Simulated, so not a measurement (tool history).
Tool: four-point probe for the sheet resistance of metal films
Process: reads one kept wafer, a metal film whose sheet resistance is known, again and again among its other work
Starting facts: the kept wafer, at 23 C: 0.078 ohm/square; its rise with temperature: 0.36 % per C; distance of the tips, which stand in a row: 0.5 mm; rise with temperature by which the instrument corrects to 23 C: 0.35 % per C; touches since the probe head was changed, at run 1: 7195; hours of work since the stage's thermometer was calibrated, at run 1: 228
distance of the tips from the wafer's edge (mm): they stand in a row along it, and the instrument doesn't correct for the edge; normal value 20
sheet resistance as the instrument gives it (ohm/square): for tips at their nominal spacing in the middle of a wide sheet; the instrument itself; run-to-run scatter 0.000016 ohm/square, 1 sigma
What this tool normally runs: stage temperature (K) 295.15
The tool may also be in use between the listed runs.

run	hour	stage temperature (K)	distance of the tips from the wafer's edge (mm)	touches since the probe head was changed	hours of work since the stage's thermometer was calibrated	sheet resistance as the instrument gives it (ohm/square)
1	0.0	295.15	20	7195	228	0.078028
2	11.8	295.15	4	7837	235	0.078647
3	23.9	295.15	4	8501	243	0.078657
4	33.1	295.15	4	8998	249	0.078642
5	44.9	295.15	23	9643	257	0.078005
6	55.6	297.15	20	10225	263	0.078046
7	64.1	306.15	20	10689	269	0.078155
8	82.0	306.15	20	11669	280	0.078101
9	100.0	306.15	20	12649	292	0.078136
10	108.3	306.15	20	13099	297	0.078121
11	117.4	306.15	20	13596	303	0.078158
12	132.9	292.15	20	14442	313	0.077975
13	150.4	292.15	3	15395	324	0.079113
14	168.9	292.15	3	16404	336	0.079123
15	185.0	292.15	3	17282	346	0.079111
16	198.1	295.15	20	17997	354	0.078000
17	208.4	295.15	20	18561	361	0.078049
18	223.8	295.15	69	19398	371	0.078016
19	232.8	296.15	26	19892	377	0.078033
20	246.4	298.15	5	20630	385	0.078438
21	257.7	297.15	7	21250	393	0.078217
22	276.3	297.15	7	22265	404	0.078216
23	293.5	302.15	4	23201	415	0.078694
24	305.6	302.15	4	23859	423	0.078702
25	316.4	302.15	4	24450	430	0.078718
26	324.8	300.15	6	24907	435	0.078333
27	334.1	300.15	20	25414	441	0.078071
28	350.9	307.15	20	26330	452	0.078134
29	362.3	291.15	6	26953	459	0.078253
30	372.8	294.15	16	27527	466	0.078034

Run 31 comes next. What will it give?
31	384.5	294.15	16	28165	474	?

For run 31 the tool returned sheet resistance as the instrument gives it (ohm/square) 0.078024.
Take away the tool's hidden state, keep the run-to-run variation as it was, and the same run would have given sheet resistance as the instrument gives it (ohm/square) 0.078018.
